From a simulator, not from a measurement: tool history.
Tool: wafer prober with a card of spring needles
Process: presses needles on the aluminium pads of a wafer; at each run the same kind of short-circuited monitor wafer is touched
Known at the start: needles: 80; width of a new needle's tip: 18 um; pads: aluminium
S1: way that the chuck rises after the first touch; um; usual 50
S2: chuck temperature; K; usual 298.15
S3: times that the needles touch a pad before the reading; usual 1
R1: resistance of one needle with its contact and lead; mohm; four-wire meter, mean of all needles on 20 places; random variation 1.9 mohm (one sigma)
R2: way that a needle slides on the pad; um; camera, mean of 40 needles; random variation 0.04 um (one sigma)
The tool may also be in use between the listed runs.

run	hour	S1	S2	S3	R1	R2
1	0.0	50	298.15	1	325	9.92
2	19.5	50	298.15	1	468	9.96
3	50.7	50	298.15	2	365	9.89
4	85.7	50	298.15	2	241	9.88
5	114.4	50	300.15	1	237	9.79
6	138.6	50	300.15	1	509	9.74
7	156.3	50	300.15	1	536	9.74
8	174.3	50	300.15	1	244	10.20
9	203.8	50	300.15	1	230	10.17
10	224.6	50	298.15	1	436	10.17
11	242.4	50	388.15	1	489	10.15
12	274.2	50	360.15	1	493	10.06
13	305.8	50	298.15	1	514	10.05
14	332.2	55	298.15	2	304	11.12
15	365.7	52	380.15	1	437	10.38
16	381.3	49	331.15	2	363	9.74
17	412.5	49	331.15	2	401	9.73
18	426.7	49	331.15	2	409	9.73
19	452.4	49	331.15	2	358	9.61
20	467.9	50	298.15	2	361	9.73
21	491.0	50	298.15	2	222	9.82
22	513.8	50	305.15	2	391	10.33
23	546.0	68	341.15	1	381	13.90
24	563.2	68	341.15	1	386	13.85
25	581.6	68	341.15	1	251	13.89
26	616.7	50	364.15	3	316	10.13

Taken out of this log: 43 entries between the listed runs. Where each belongs, and how the hidden state differs across it:
Between runs 1 and 2: tips cleaned on abrasive film (hour 12.8)
  debris on the tips, nm: 65.1 -> 148.1; way that the needles fall short of the set height, um: 1.42 -> 1.51; tips' diameter, um: 19.28 -> 19.31
  measured less the result without the state, R1: +113 -> +259 mohm; R2: -0.29 -> -0.31 um
Between runs 2 and 3: tips cleaned on abrasive film (hour 26.7); tips cleaned on abrasive film (hour 41.1)
  debris on the tips, nm: 148.1 -> 152.6; way that the needles fall short of the set height, um: 1.51 -> 1.71; tips' diameter, um: 19.31 -> 19.39
  measured less the result without the state, R1: +259 -> +160 mohm; R2: -0.31 -> -0.35 um
Between runs 3 and 4: tips cleaned on abrasive film (hour 56.0); tips cleaned on abrasive film (hour 70.6); tips cleaned on abrasive film (hour 85.1)
  debris on the tips, nm: 152.6 -> 31.4; way that the needles fall short of the set height, um: 1.71 -> 2.08; tips' diameter, um: 19.39 -> 19.51
  measured less the result without the state, R1: +160 -> +35 mohm; R2: -0.35 -> -0.43 um
Between runs 4 and 5: tips cleaned on abrasive film (hour 99.8); tips cleaned on abrasive film (hour 114.4)
  debris on the tips, nm: 31.4 -> 15.8; way that the needles fall short of the set height, um: 2.08 -> 2.26; tips' diameter, um: 19.51 -> 19.58
  measured less the result without the state, R1: +35 -> +30 mohm; R2: -0.43 -> -0.46 um
Between runs 5 and 6: tips cleaned on abrasive film (hour 130.1)
  debris on the tips, nm: 15.8 -> 161.7; way that the needles fall short of the set height, um: 2.26 -> 2.39; tips' diameter, um: 19.58 -> 19.62
  measured less the result without the state, R1: +30 -> +298 mohm; R2: -0.46 -> -0.49 um
Between runs 6 and 7: tips cleaned on abrasive film (hour 144.3)
  debris on the tips, nm: 161.7 -> 178; way that the needles fall short of the set height, um: 2.39 -> 2.52; tips' diameter, um: 19.62 -> 19.67
  measured less the result without the state, R1: +298 -> +328 mohm; R2: -0.49 -> -0.52 um
Between runs 7 and 8: tips cleaned on abrasive film (hour 159.4); height of the first contact set anew (hour 159.7); tips cleaned on abrasive film (hour 174.0)
  debris on the tips, nm: 178 -> 20; way that the needles fall short of the set height, um: 2.52 -> 0.12; tips' diameter, um: 19.67 -> 19.74
  measured less the result without the state, R1: +328 -> +35 mohm; R2: -0.52 -> -0.02 um
Between runs 8 and 9: tips cleaned on abrasive film (hour 189.0); tips cleaned on abrasive film (hour 203.8)
  debris on the tips, nm: 20 -> 10.6; way that the needles fall short of the set height, um: 0.12 -> 0.33; tips' diameter, um: 19.74 -> 19.82
  measured less the result without the state, R1: +35 -> +19 mohm; R2: -0.02 -> -0.07 um
Between runs 9 and 10: tips cleaned on abrasive film (hour 218.9)
  debris on the tips, nm: 10.6 -> 130.4; way that the needles fall short of the set height, um: 0.33 -> 0.43; tips' diameter, um: 19.82 -> 19.85
  measured less the result without the state, R1: +19 -> +228 mohm; R2: -0.07 -> -0.09 um
Between runs 10 and 11: tips cleaned on abrasive film (hour 233.1)
  debris on the tips, nm: 130.4 -> 168.2; way that the needles fall short of the set height, um: 0.43 -> 0.56; tips' diameter, um: 19.85 -> 19.9
  measured less the result without the state, R1: +228 -> +258 mohm; R2: -0.09 -> -0.11 um
Between runs 11 and 12: tips cleaned on abrasive film (hour 249.1); tips cleaned on abrasive film (hour 264.6)
  debris on the tips, nm: 168.2 -> 165.7; way that the needles fall short of the set height, um: 0.56 -> 0.81; tips' diameter, um: 19.9 -> 19.99
  measured less the result without the state, R1: +258 -> +270 mohm; R2: -0.11 -> -0.17 um
Between runs 12 and 13: tips cleaned on abrasive film (hour 279.9); tips cleaned on abrasive film (hour 296.8)
  debris on the tips, nm: 165.7 -> 167.1; way that the needles fall short of the set height, um: 0.81 -> 1.07; tips' diameter, um: 19.99 -> 20.08
  measured less the result without the state, R1: +270 -> +306 mohm; R2: -0.17 -> -0.22 um
Between runs 13 and 14: tips cleaned on abrasive film (hour 311.8); tips cleaned on abrasive film (hour 328.2)
  debris on the tips, nm: 167.1 -> 104.7; way that the needles fall short of the set height, um: 1.07 -> 1.3; tips' diameter, um: 20.08 -> 20.16
  measured less the result without the state, R1: +306 -> +98 mohm; R2: -0.22 -> -0.27 um
Between runs 14 and 15: tips cleaned on abrasive film (hour 343.8); tips cleaned on abrasive film (hour 359.3)
  debris on the tips, nm: 104.7 -> 134.8; way that the needles fall short of the set height, um: 1.3 -> 1.49; tips' diameter, um: 20.16 -> 20.22
  measured less the result without the state, R1: +98 -> +208 mohm; R2: -0.27 -> -0.31 um
Between runs 15 and 16: tips cleaned on abrasive film (hour 374.9)
  debris on the tips, nm: 134.8 -> 128.9; way that the needles fall short of the set height, um: 1.49 -> 1.62; tips' diameter, um: 20.22 -> 20.27
  measured less the result without the state, R1: +208 -> +146 mohm; R2: -0.31 -> -0.34 um
Between runs 16 and 17: tips cleaned on abrasive film (hour 389.1); tips cleaned on abrasive film (hour 403.1)
  debris on the tips, nm: 128.9 -> 160; way that the needles fall short of the set height, um: 1.62 -> 1.84; tips' diameter, um: 20.27 -> 20.35
  measured less the result without the state, R1: +146 -> +184 mohm; R2: -0.34 -> -0.37 um
Between runs 17 and 18: tips cleaned on abrasive film (hour 417.9)
  debris on the tips, nm: 160 -> 163.6; way that the needles fall short of the set height, um: 1.84 -> 1.95; tips' diameter, um: 20.35 -> 20.38
  measured less the result without the state, R1: +184 -> +190 mohm; R2: -0.37 -> -0.40 um
Between runs 18 and 19: tips cleaned on abrasive film (hour 432.9); tips cleaned on abrasive film (hour 447.3)
  debris on the tips, nm: 163.6 -> 123; way that the needles fall short of the set height, um: 1.95 -> 2.15; tips' diameter, um: 20.38 -> 20.46
  measured less the result without the state, R1: +190 -> +143 mohm; R2: -0.40 -> -0.44 um
Between runs 19 and 20: tips cleaned on abrasive film (hour 461.7)
  debris on the tips, nm: 123 -> 129.5; way that the needles fall short of the set height, um: 2.15 -> 2.27; tips' diameter, um: 20.46 -> 20.5
  measured less the result without the state, R1: +143 -> +153 mohm; R2: -0.44 -> -0.47 um
Between runs 20 and 21: tips cleaned on abrasive film (hour 476.3); tips cleaned on abrasive film (hour 491.0)
  debris on the tips, nm: 129.5 -> 9.9; way that the needles fall short of the set height, um: 2.27 -> 2.48; tips' diameter, um: 20.5 -> 20.57
  measured less the result without the state, R1: +153 -> +14 mohm; R2: -0.47 -> -0.51 um
Between runs 21 and 22: tips cleaned on abrasive film (hour 505.0); height of the first contact set anew (hour 513.8)
  debris on the tips, nm: 9.9 -> 166.1; way that the needles fall short of the set height, um: 2.48 -> 0; tips' diameter, um: 20.57 -> 20.61
  measured less the result without the state, R1: +14 -> +182 mohm; R2: -0.51 -> +0.00 um
Between runs 22 and 23: tips cleaned on abrasive film (hour 521.5); tips cleaned on abrasive film (hour 536.6)
  debris on the tips, nm: 166.1 -> 165.6; way that the needles fall short of the set height, um: 0 -> 0.25; tips' diameter, um: 20.61 -> 20.7
  measured less the result without the state, R1: +182 -> +165 mohm; R2: +0.00 -> -0.05 um
Between runs 23 and 24: tips cleaned on abrasive film (hour 551.8)
  debris on the tips, nm: 165.6 -> 170.9; way that the needles fall short of the set height, um: 0.25 -> 0.37; tips' diameter, um: 20.7 -> 20.74
  measured less the result without the state, R1: +165 -> +171 mohm; R2: -0.05 -> -0.08 um
Between runs 24 and 25: tips cleaned on abrasive film (hour 565.9); tips cleaned on abrasive film (hour 580.8)
  debris on the tips, nm: 170.9 -> 37.9; way that the needles fall short of the set height, um: 0.37 -> 0.54; tips' diameter, um: 20.74 -> 20.8
  measured less the result without the state, R1: +171 -> +39 mohm; R2: -0.08 -> -0.11 um
Between runs 25 and 26: tips cleaned on abrasive film (hour 595.0); tips cleaned on abrasive film (hour 610.0)
  debris on the tips, nm: 37.9 -> 139.8; way that the needles fall short of the set height, um: 0.54 -> 0.73; tips' diameter, um: 20.8 -> 20.87
  measured less the result without the state, R1: +39 -> +90 mohm; R2: -0.11 -> -0.15 um

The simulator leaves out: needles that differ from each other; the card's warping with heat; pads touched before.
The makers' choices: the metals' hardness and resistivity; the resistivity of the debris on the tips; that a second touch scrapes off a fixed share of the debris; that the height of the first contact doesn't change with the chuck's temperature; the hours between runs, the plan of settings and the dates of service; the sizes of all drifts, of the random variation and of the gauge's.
